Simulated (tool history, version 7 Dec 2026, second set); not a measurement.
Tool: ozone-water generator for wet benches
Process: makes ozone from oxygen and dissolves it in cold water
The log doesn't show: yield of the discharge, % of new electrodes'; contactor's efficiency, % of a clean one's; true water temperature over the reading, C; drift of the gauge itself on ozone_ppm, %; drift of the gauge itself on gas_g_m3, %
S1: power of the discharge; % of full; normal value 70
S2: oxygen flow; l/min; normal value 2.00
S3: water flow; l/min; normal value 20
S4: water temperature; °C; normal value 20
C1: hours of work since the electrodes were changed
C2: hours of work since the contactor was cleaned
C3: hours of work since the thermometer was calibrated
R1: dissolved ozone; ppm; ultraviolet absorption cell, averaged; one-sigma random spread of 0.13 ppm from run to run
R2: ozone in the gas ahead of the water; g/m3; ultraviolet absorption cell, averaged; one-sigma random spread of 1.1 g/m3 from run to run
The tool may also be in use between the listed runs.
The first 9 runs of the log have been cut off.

{"run": 10, "hour": 460.7, "S1": 81, "S2": 2.0, "S3": 20, "S4": 20, "C1": 1645, "C2": 1964, "C3": 2123, "R1": 13.7, "R2": 216.9}
{"run": 11, "hour": 493.8, "S1": 81, "S2": 2.0, "S3": 20, "S4": 20, "C1": 1675, "C2": 1994, "C3": 2153, "R1": 14.0, "R2": 217.5}
{"run": 12, "hour": 542.0, "S1": 81, "S2": 2.0, "S3": 20, "S4": 20, "C1": 1718, "C2": 2037, "C3": 2196, "R1": 13.6, "R2": 214.9}
{"run": 13, "hour": 603.9, "S1": 81, "S2": 2.0, "S3": 20, "S4": 20, "C1": 1774, "C2": 2092, "C3": 2251, "R1": 13.7, "R2": 217.7}
{"run": 14, "hour": 638.6, "S1": 70, "S2": 2.0, "S3": 13, "S4": 20, "C1": 1804, "C2": 2123, "C3": 2282, "R1": 18.1, "R2": 195.1}
{"run": 15, "hour": 672.6, "S1": 70, "S2": 2.0, "S3": 13, "S4": 20, "C1": 1835, "C2": 2153, "C3": 2313, "R1": 18.0, "R2": 195.5}
{"run": 16, "hour": 713.4, "S1": 70, "S2": 2.0, "S3": 13, "S4": 20, "C1": 1871, "C2": 2190, "C3": 2349, "R1": 18.1, "R2": 195.0}
{"run": 17, "hour": 757.6, "S1": 70, "S2": 2.0, "S3": 24, "S4": 15, "C1": 1911, "C2": 2229, "C3": 2389, "R1": 10.9, "R2": 194.8}
{"run": 18, "hour": 802.4, "S1": 70, "S2": 2.0, "S3": 24, "S4": 15, "C1": 1951, "C2": 2269, "C3": 2429, "R1": 10.9, "R2": 197.2}
{"run": 19, "hour": 864.5, "S1": 70, "S2": 2.0, "S3": 24, "S4": 15, "C1": 2006, "C2": 2325, "C3": 2484, "R1": 10.9, "R2": 198.6}
{"run": 20, "hour": 925.2, "S1": 70, "S2": 1.59, "S3": 15, "S4": 15, "C1": 2061, "C2": 2379, "C3": 2538, "R1": 15.6, "R2": 214.9}
{"run": 21, "hour": 984.3, "S1": 70, "S2": 1.59, "S3": 15, "S4": 15, "C1": 2114, "C2": 2432, "C3": 2591, "R1": 15.5, "R2": 215.1}
{"run": 22, "hour": 1035.8, "S1": 63, "S2": 2.56, "S3": 19, "S4": 17, "C1": 2160, "C2": 2478, "C3": 2637, "R1": 13.5, "R2": 164.7}
{"run": 23, "hour": 1067.7, "S1": 69, "S2": 3.0, "S3": 16, "S4": 14, "C1": 2188, "C2": 2507, "C3": 2666, "R1": 18.1, "R2": 165.8}
{"run": 24, "hour": 1130.9, "S1": 69, "S2": 3.0, "S3": 16, "S4": 14, "C1": 2245, "C2": 2563, "C3": 2722, "R1": 18.3, "R2": 167.2}
{"run": 25, "hour": 1170.6, "S1": 42, "S2": 1.9, "S3": 20, "S4": 20, "C1": 2280, "C2": 2599, "C3": 2758, "R1": 8.5, "R2": 141.6}
{"run": 26, "hour": 1225.4, "S1": 42, "S2": 1.9, "S3": 20, "S4": 20, "C1": 2329, "C2": 2648, "C3": 2807, "R1": 8.6, "R2": 141.0}
{"run": 27, "hour": 1265.0, "S1": 70, "S2": 2.52, "S3": 13, "S4": 15, "C1": 2364, "C2": 2683, "C3": 2842, "R1": 20.6, "R2": 180.3}
{"run": 28, "hour": 1313.8, "S1": 68, "S2": 1.79, "S3": 14, "S4": 15, "C1": 2408, "C2": 2727, "C3": 2886, "R1": 17.1, "R2": 199.0}
{"run": 29, "hour": 1373.4, "S1": 68, "S2": 1.79, "S3": 14, "S4": 15, "C1": 2461, "C2": 2780, "C3": 2939, "R1": 17.0, "R2": 201.2}
{"run": 30, "hour": 1411.6, "S1": 70, "S2": 1.1, "S3": 20, "S4": 15, "C1": 2496, "C2": 2814, "C3": 2973, "R1": 10.0, "R2": 244.9}
{"run": 31, "hour": 1441.8, "S1": 70, "S2": 1.1, "S3": 15, "S4": 17, "C1": 2523, "C2": 2841, "C3": 3000, "R1": 13.4, "R2": 245.3}
{"run": 32, "hour": 1485.2, "S1": 46, "S2": 3.27, "S3": 13, "S4": 15, "C1": 2561, "C2": 2880, "C3": 3039, "R1": 16.3, "R2": 122.1}

What if the next run were any one of these 5? Each begins from the tool's condition after run 32:
{"run": "A", "hour": 1515.4, "S1": 70, "S2": 2.0, "S3": 25, "S4": 15, "C1": 2588, "C2": 2907, "C3": 3066, "R1": "?", "R2": "?"}
{"run": "B", "hour": 1515.4, "S1": 46, "S2": 2.94, "S3": 13, "S4": 21, "C1": 2588, "C2": 2907, "C3": 3066, "R1": "?", "R2": "?"}
{"run": "C", "hour": 1515.4, "S1": 44, "S2": 2.0, "S3": 19, "S4": 20, "C1": 2588, "C2": 2907, "C3": 3066, "R1": "?", "R2": "?"}
{"run": "D", "hour": 1515.4, "S1": 46, "S2": 1.08, "S3": 13, "S4": 15, "C1": 2588, "C2": 2907, "C3": 3066, "R1": "?", "R2": "?"}
{"run": "E", "hour": 1515.4, "S1": 46, "S2": 1.97, "S3": 30, "S4": 15, "C1": 2588, "C2": 2907, "C3": 3066, "R1": "?", "R2": "?"}

run=A R1=10.3 R2=195.3
run=B R1=14.6 R2=126.0
run=C R1=9.7 R2=143.8
run=D R1=11.5 R2=187.4
run=E R1=6.3 R2=148.4
Stripped of hidden state, with their random variation kept, the same runs would have yielded:
run=A R1=10.3 R2=195.4
run=B R1=14.6 R2=126.1
run=C R1=9.7 R2=143.9
run=D R1=11.5 R2=187.5
run=E R1=6.3 R2=148.4

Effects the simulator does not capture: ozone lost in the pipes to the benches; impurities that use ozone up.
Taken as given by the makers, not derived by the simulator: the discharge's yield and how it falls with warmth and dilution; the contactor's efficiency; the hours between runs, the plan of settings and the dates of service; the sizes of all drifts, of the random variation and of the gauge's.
